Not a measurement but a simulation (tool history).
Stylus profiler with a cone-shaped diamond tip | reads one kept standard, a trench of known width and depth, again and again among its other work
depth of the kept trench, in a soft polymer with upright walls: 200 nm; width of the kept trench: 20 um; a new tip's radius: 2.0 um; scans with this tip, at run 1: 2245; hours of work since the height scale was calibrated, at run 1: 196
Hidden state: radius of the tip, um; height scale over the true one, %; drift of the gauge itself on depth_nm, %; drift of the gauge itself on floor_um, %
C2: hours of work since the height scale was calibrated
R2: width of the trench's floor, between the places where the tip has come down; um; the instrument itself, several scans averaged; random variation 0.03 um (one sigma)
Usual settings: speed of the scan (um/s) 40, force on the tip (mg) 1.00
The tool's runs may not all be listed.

run 1 hour=0.0 | speed_of_the_scan_(um/s)=40 force_on_the_tip_(mg)=1.00 | scans_with_this_tip=2245 C2=196 | depth_of_the_trench_(Å)=2018.3 R2=18.03
run 2 hour=85.9 | speed_of_the_scan_(um/s)=40 force_on_the_tip_(mg)=1.00 | scans_with_this_tip=3003 C2=263 | depth_of_the_trench_(Å)=2018.9 R2=18.01
run 3 hour=172.9 | speed_of_the_scan_(um/s)=40 force_on_the_tip_(mg)=1.00 | scans_with_this_tip=3772 C2=330 | depth_of_the_trench_(Å)=2018.1 R2=17.95
run 4 hour=246.9 | speed_of_the_scan_(um/s)=40 force_on_the_tip_(mg)=1.00 | scans_with_this_tip=4425 C2=387 | depth_of_the_trench_(Å)=2019.0 R2=17.89
run 5 hour=330.8 | speed_of_the_scan_(um/s)=15 force_on_the_tip_(mg)=1.00 | scans_with_this_tip=5165 C2=452 | depth_of_the_trench_(Å)=2019.4 R2=17.93
run 6 hour=392.0 | speed_of_the_scan_(um/s)=15 force_on_the_tip_(mg)=1.00 | scans_with_this_tip=5706 C2=499 | depth_of_the_trench_(Å)=2019.9 R2=17.93
run 7 hour=460.0 | speed_of_the_scan_(um/s)=40 force_on_the_tip_(mg)=1.00 | scans_with_this_tip=6306 C2=552 | depth_of_the_trench_(Å)=2019.7 R2=17.79
run 8 hour=549.2 | speed_of_the_scan_(um/s)=40 force_on_the_tip_(mg)=1.00 | scans_with_this_tip=7094 C2=621 | depth_of_the_trench_(Å)=2020.1 R2=17.81
run 9 hour=616.2 | speed_of_the_scan_(um/s)=128 force_on_the_tip_(mg)=1.00 | scans_with_this_tip=7685 C2=672 | depth_of_the_trench_(Å)=2020.6 R2=17.56
run 10 hour=673.0 | speed_of_the_scan_(um/s)=128 force_on_the_tip_(mg)=1.00 | scans_with_this_tip=8187 C2=716 | depth_of_the_trench_(Å)=2021.4 R2=17.54
run 11 hour=721.9 | speed_of_the_scan_(um/s)=128 force_on_the_tip_(mg)=1.00 | scans_with_this_tip=8618 C2=754 | depth_of_the_trench_(Å)=2020.5 R2=17.48
run 12 hour=819.2 | speed_of_the_scan_(um/s)=128 force_on_the_tip_(mg)=1.00 | scans_with_this_tip=9478 C2=829 | depth_of_the_trench_(Å)=2021.6 R2=17.42
run 13 hour=891.7 | speed_of_the_scan_(um/s)=128 force_on_the_tip_(mg)=1.00 | scans_with_this_tip=10118 C2=885 | depth_of_the_trench_(Å)=2022.4 R2=17.48
run 14 hour=982.7 | speed_of_the_scan_(um/s)=128 force_on_the_tip_(mg)=1.00 | scans_with_this_tip=10921 C2=956 | depth_of_the_trench_(Å)=2022.2 R2=17.36
run 15 hour=1058.6 | speed_of_the_scan_(um/s)=40 force_on_the_tip_(mg)=1.82 | scans_with_this_tip=11591 C2=1014 | depth_of_the_trench_(Å)=2031.5 R2=17.58
run 16 hour=1114.8 | speed_of_the_scan_(um/s)=40 force_on_the_tip_(mg)=1.82 | scans_with_this_tip=12087 C2=1058 | depth_of_the_trench_(Å)=2031.4 R2=17.57
run 17 hour=1171.0 | speed_of_the_scan_(um/s)=40 force_on_the_tip_(mg)=1.82 | scans_with_this_tip=12584 C2=1101 | depth_of_the_trench_(Å)=2031.1 R2=17.56
-- hour=1231.1 new tip fitted, height scale calibrated
run 18 hour=1247.1 | speed_of_the_scan_(um/s)=40 force_on_the_tip_(mg)=1.82 | scans_with_this_tip=142 C2=12 | depth_of_the_trench_(Å)=2027.1 R2=18.16
run 19 hour=1324.1 | speed_of_the_scan_(um/s)=40 force_on_the_tip_(mg)=1.00 | scans_with_this_tip=822 C2=72 | depth_of_the_trench_(Å)=2018.3 R2=18.12
run 20 hour=1405.7 | speed_of_the_scan_(um/s)=40 force_on_the_tip_(mg)=2.37 | scans_with_this_tip=1542 C2=135 | depth_of_the_trench_(Å)=2032.5 R2=18.11
run 21 hour=1459.3 | speed_of_the_scan_(um/s)=40 force_on_the_tip_(mg)=2.37 | scans_with_this_tip=2015 C2=176 | depth_of_the_trench_(Å)=2032.9 R2=18.06
run 22 hour=1549.4 | speed_of_the_scan_(um/s)=40 force_on_the_tip_(mg)=1.00 | scans_with_this_tip=2811 C2=246 | depth_of_the_trench_(Å)=2019.2 R2=17.95
run 23 hour=1602.2 | speed_of_the_scan_(um/s)=40 force_on_the_tip_(mg)=1.00 | scans_with_this_tip=3277 C2=287 | depth_of_the_trench_(Å)=2019.5 R2=17.99
run 24 hour=1659.4 | speed_of_the_scan_(um/s)=40 force_on_the_tip_(mg)=1.00 | scans_with_this_tip=3782 C2=331 | depth_of_the_trench_(Å)=2019.3 R2=17.99
run 25 hour=1724.5 | speed_of_the_scan_(um/s)=127 force_on_the_tip_(mg)=1.02 | scans_with_this_tip=4356 C2=381 | depth_of_the_trench_(Å)=2020.3 R2=17.68
run 26 hour=1794.1 | speed_of_the_scan_(um/s)=127 force_on_the_tip_(mg)=1.02 | scans_with_this_tip=4971 C2=435 | depth_of_the_trench_(Å)=2020.6 R2=17.66
run 27 hour=1855.0 | speed_of_the_scan_(um/s)=11 force_on_the_tip_(mg)=0.81 | scans_with_this_tip=5509 C2=482 | depth_of_the_trench_(Å)=2017.8 R2=17.95
run 28 hour=1910.1 | speed_of_the_scan_(um/s)=71 force_on_the_tip_(mg)=1.00 | scans_with_this_tip=5995 C2=525 | depth_of_the_trench_(Å)=2020.0 R2=17.77
run 29 hour=1955.3 | speed_of_the_scan_(um/s)=12 force_on_the_tip_(mg)=0.68 | scans_with_this_tip=6394 C2=560 | depth_of_the_trench_(Å)=2016.5 R2=17.92
run 30 hour=2051.7 | speed_of_the_scan_(um/s)=11 force_on_the_tip_(mg)=0.82 | scans_with_this_tip=7245 C2=634 | depth_of_the_trench_(Å)=2018.2 R2=17.86
run 31 hour=2147.1 | speed_of_the_scan_(um/s)=11 force_on_the_tip_(mg)=0.82 | scans_with_this_tip=8088 C2=708 | depth_of_the_trench_(Å)=2018.9 R2=17.84
run 32 hour=2188.0 | speed_of_the_scan_(um/s)=11 force_on_the_tip_(mg)=0.82 | scans_with_this_tip=8449 C2=739 | depth_of_the_trench_(Å)=2019.5 R2=17.78
run 33 hour=2236.2 | speed_of_the_scan_(um/s)=12 force_on_the_tip_(mg)=0.83 | scans_with_this_tip=8874 C2=777 | depth_of_the_trench_(Å)=2019.6 R2=17.79
run 34 hour=2313.6 | speed_of_the_scan_(um/s)=12 force_on_the_tip_(mg)=0.83 | scans_with_this_tip=9557 C2=836 | depth_of_the_trench_(Å)=2019.9 R2=17.74
run 35 hour=2411.5 | speed_of_the_scan_(um/s)=96 force_on_the_tip_(mg)=0.52 | scans_with_this_tip=10422 C2=912 | depth_of_the_trench_(Å)=2015.8 R2=17.43
run 36 hour=2471.0 | speed_of_the_scan_(um/s)=17 force_on_the_tip_(mg)=2.13 | scans_with_this_tip=10947 C2=958 | depth_of_the_trench_(Å)=2034.8 R2=17.69
run 37 hour=2510.8 | speed_of_the_scan_(um/s)=40 force_on_the_tip_(mg)=1.08 | scans_with_this_tip=11298 C2=989 | depth_of_the_trench_(Å)=2023.2 R2=17.59
run 38 hour=2584.7 | speed_of_the_scan_(um/s)=116 force_on_the_tip_(mg)=0.96 | scans_with_this_tip=11951 C2=1046 | depth_of_the_trench_(Å)=2022.7 R2=17.35
run 39 hour=2659.6 | speed_of_the_scan_(um/s)=116 force_on_the_tip_(mg)=0.96 | scans_with_this_tip=12612 C2=1104 | depth_of_the_trench_(Å)=2022.6 R2=17.33
-- hour=2711.5 new tip fitted, height scale calibrated
run 40 hour=2725.0 | speed_of_the_scan_(um/s)=12 force_on_the_tip_(mg)=0.43 | scans_with_this_tip=119 C2=10 | depth_of_the_trench_(Å)=2010.4 R2=18.24
run 41 hour=2795.0 | speed_of_the_scan_(um/s)=17 force_on_the_tip_(mg)=0.52 | scans_with_this_tip=737 C2=64 | depth_of_the_trench_(Å)=2011.5 R2=18.14
run 42 hour=2851.2 | speed_of_the_scan_(um/s)=17 force_on_the_tip_(mg)=0.52 | scans_with_this_tip=1233 C2=108 | depth_of_the_trench_(Å)=2011.7 R2=18.12
run 43 hour=2948.7 | speed_of_the_scan_(um/s)=17 force_on_the_tip_(mg)=0.52 | scans_with_this_tip=2094 C2=183 | depth_of_the_trench_(Å)=2011.6 R2=18.09
run 44 hour=2997.3 | speed_of_the_scan_(um/s)=17 force_on_the_tip_(mg)=0.52 | scans_with_this_tip=2523 C2=221 | depth_of_the_trench_(Å)=2012.5 R2=18.09
run 45 hour=3073.0 | speed_of_the_scan_(um/s)=90 force_on_the_tip_(mg)=2.73 | scans_with_this_tip=3191 C2=279 | depth_of_the_trench_(Å)=2036.4 R2=17.98
run 46 hour=3158.1 | speed_of_the_scan_(um/s)=90 force_on_the_tip_(mg)=2.73 | scans_with_this_tip=3943 C2=345 | depth_of_the_trench_(Å)=2036.5 R2=17.89
run 47 hour=3227.8 | speed_of_the_scan_(um/s)=90 force_on_the_tip_(mg)=2.73 | scans_with_this_tip=4558 C2=399 | depth_of_the_trench_(Å)=2037.3 R2=17.84

Hidden state or all else? Some run-to-run changes of depth of the trench (Å), split into what the settings, what came in and random variation would give without the hidden state, and what is left for the hidden state (with any gauge scatter that isn't in both results):
Run 4 -> 5: speed of the scan (um/s) 40 -> 15. depth of the trench (Å) +0.4: hidden state +0.4, all else +0.0.
Run 17 -> 18: new tip fitted, height scale calibrated. depth of the trench (Å) -4.0: hidden state -5.0, all else +1.0.
Run 19 -> 20: force on the tip (mg) 1.00 -> 2.37. depth of the trench (Å) +14.2: hidden state +0.4, all else +13.8.
Run 35 -> 36: speed of the scan (um/s) 96 -> 17, force on the tip (mg) 0.52 -> 2.13. depth of the trench (Å) +19.0: hidden state +0.3, all else +18.7.
Run 39 -> 40: speed of the scan (um/s) 116 -> 12, force on the tip (mg) 0.96 -> 0.43, new tip fitted, height scale calibrated. depth of the trench (Å) -12.2: hidden state -5.7, all else -6.5.
Run 44 -> 45: speed of the scan (um/s) 17 -> 90, force on the tip (mg) 0.52 -> 2.73. depth of the trench (Å) +23.9: hidden state +0.3, all else +23.6.
